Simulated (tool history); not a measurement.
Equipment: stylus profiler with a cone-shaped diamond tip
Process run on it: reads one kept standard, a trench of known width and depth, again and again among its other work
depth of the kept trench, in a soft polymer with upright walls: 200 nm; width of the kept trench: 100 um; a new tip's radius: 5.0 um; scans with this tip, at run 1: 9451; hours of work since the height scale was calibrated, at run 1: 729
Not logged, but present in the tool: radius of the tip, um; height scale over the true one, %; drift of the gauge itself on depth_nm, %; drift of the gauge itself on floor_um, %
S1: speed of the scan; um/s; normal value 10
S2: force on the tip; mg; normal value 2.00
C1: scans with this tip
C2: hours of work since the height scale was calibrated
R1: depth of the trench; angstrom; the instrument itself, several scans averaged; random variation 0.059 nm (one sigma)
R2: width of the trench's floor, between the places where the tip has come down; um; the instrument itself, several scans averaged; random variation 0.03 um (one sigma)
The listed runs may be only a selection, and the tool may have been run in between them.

run	hour	S1	S2	C1	C2	R1	R2
1	0.0	10	2.00	9451	729	2022.1	97.14
2	73.5	10	0.84	10205	787	2011.6	97.12
3	152.4	10	0.71	11015	849	2010.5	97.10
# hour 261.1: height scale calibrated on a step standard
4	264.6	10	2.00	12160	3	2023.0	97.11
5	346.4	10	2.00	13000	67	2022.0	97.10
6	432.5	10	2.00	13883	136	2022.7	97.13
7	524.3	10	2.00	14825	208	2022.2	97.17
8	606.0	10	2.00	15663	273	2022.9	97.15
9	675.7	10	2.00	16378	328	2022.2	97.14
10	738.5	6	2.00	17023	378	2022.7	97.18
11	829.2	6	2.00	17953	449	2022.2	97.21
12	884.1	6	2.00	18516	493	2021.9	97.19
13	979.4	6	2.00	19493	568	2022.1	97.19
14	1080.4	6	2.00	20529	648	2021.8	97.16
15	1143.9	6	1.54	21182	698	2018.3	97.11
16	1200.9	10	5.61	21766	743	2044.3	97.17
17	1293.0	10	5.61	22710	816	2044.8	97.16
18	1341.1	10	5.61	23204	854	2045.5	97.16
19	1399.1	10	5.61	23799	900	2044.1	97.18
# hour 1445.2: height scale calibrated on a step standard
20	1473.6	10	5.61	24558	22	2045.0	97.15
21	1572.1	18	2.00	25569	100	2021.7	97.07
22	1677.2	18	2.00	26648	184	2022.3	97.09
23	1753.1	18	2.00	27426	244	2023.0	97.12
24	1842.0	4	1.01	28338	314	2014.4	97.10
25	1924.2	16	4.25	29181	379	2036.8	97.09
26	1994.6	16	2.62	29903	435	2026.4	97.15
27	2069.6	6	0.79	30673	494	2012.2	97.16
28	2118.5	6	0.79	31174	532	2011.7	97.22
# hour 2134.5: new tip fitted, height scale calibrated
29	2183.9	6	0.70	506	39	2011.0	97.18
30	2258.5	28	2.36	1271	98	2024.4	97.13
31	2353.7	2	2.46	2248	173	2026.2	97.22
32	2420.1	2	2.46	2929	226	2025.9	97.20
33	2530.5	3	0.68	4062	313	2011.2	97.21
34	2623.2	10	1.03	5012	386	2014.9	97.16
35	2677.8	10	1.03	5572	430	2014.1	97.17
36	2782.6	10	1.03	6648	513	2015.3	97.10
37	2860.2	18	0.92	7443	574	2013.8	97.05
38	2970.9	30	5.44	8579	661	2043.7	97.18
39	3019.1	9	0.80	9074	700	2011.2	97.11
40	3111.2	18	1.28	10019	772	2016.4	97.06
41	3183.7	14	5.21	10762	830	2042.6	97.18
42	3234.4	14	2.87	11283	870	2028.9	97.13
# hour 3319.1: height scale calibrated on a step standard
43	3342.1	14	2.87	12382	18	2029.1	97.11
44	3417.6	25	1.98	13157	78	2020.7	97.08
45	3485.5	6	3.27	13853	132	2031.0	97.19
46	3590.7	13	3.27	14932	215	2030.7	97.16

Here are 4 independent what-if runs from the current tool condition. What would each one return?
A	3702.3	5	3.21	16077	303	?	?
B	3702.3	31	2.00	16077	303	?	?
C	3702.3	10	5.91	16077	303	?	?
D	3702.3	4	3.27	16077	303	?	?

run	R1	R2
A	2031.4	97.17
B	2022.4	97.08
C	2046.1	97.14
D	2031.5	97.12
With the hidden condition removed and each run's random variation left untouched, the same runs would have given:
run	R1	R2
A	2031.4	97.18
B	2022.4	97.09
C	2046.1	97.15
D	2031.5	97.13

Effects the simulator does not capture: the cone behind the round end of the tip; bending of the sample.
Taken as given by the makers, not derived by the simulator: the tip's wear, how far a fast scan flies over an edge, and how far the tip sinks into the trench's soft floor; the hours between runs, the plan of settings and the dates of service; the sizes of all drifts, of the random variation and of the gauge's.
